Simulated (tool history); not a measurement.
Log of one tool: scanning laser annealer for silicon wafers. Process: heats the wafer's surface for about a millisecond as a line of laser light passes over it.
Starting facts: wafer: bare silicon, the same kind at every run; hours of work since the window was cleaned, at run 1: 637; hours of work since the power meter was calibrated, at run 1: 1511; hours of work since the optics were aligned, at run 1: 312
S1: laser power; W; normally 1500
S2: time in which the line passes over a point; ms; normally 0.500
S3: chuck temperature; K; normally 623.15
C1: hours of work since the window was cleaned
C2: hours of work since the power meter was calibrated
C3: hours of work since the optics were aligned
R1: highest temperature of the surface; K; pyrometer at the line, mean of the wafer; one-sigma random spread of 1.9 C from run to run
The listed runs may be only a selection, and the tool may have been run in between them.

run,hour,S1,S2,S3,C1,C2,C3,R1
1,0.0,1500,0.500,623.15,637,1511,312,1379.15
2,26.0,1500,0.500,623.15,655,1529,330,1380.15
3,65.3,1500,0.500,623.15,683,1557,358,1379.15
4,90.9,1500,0.500,623.15,701,1574,376,1374.15
5,146.5,1500,0.500,623.15,740,1613,414,1373.15
6,186.2,1500,0.500,623.15,767,1641,442,1370.15
7,240.1,1500,0.500,623.15,805,1679,480,1365.15
8,273.5,1500,0.500,623.15,828,1702,503,1370.15
# hour 300.1: window over the wafer cleaned
9,304.2,1500,0.500,623.15,3,1722,523,1409.15
10,335.5,1500,0.540,623.15,25,1744,545,1434.15
11,372.4,1309,0.466,623.15,50,1770,571,1256.15
12,404.4,1309,0.466,623.15,73,1792,593,1258.15
13,434.9,1309,0.466,623.15,94,1813,614,1255.15
14,473.8,1309,0.454,619.15,121,1840,642,1239.15
15,519.1,1309,0.502,591.15,153,1872,673,1241.15
16,555.2,1373,0.409,604.15,178,1897,698,1228.15

Expected results for the next run?
17,611.3,1643,0.500,623.15,217,1937,738,?

R1: 1484.15 K
With the hidden condition absent and the run-to-run variation left alone, this run would have shown R1 1520.15 K.

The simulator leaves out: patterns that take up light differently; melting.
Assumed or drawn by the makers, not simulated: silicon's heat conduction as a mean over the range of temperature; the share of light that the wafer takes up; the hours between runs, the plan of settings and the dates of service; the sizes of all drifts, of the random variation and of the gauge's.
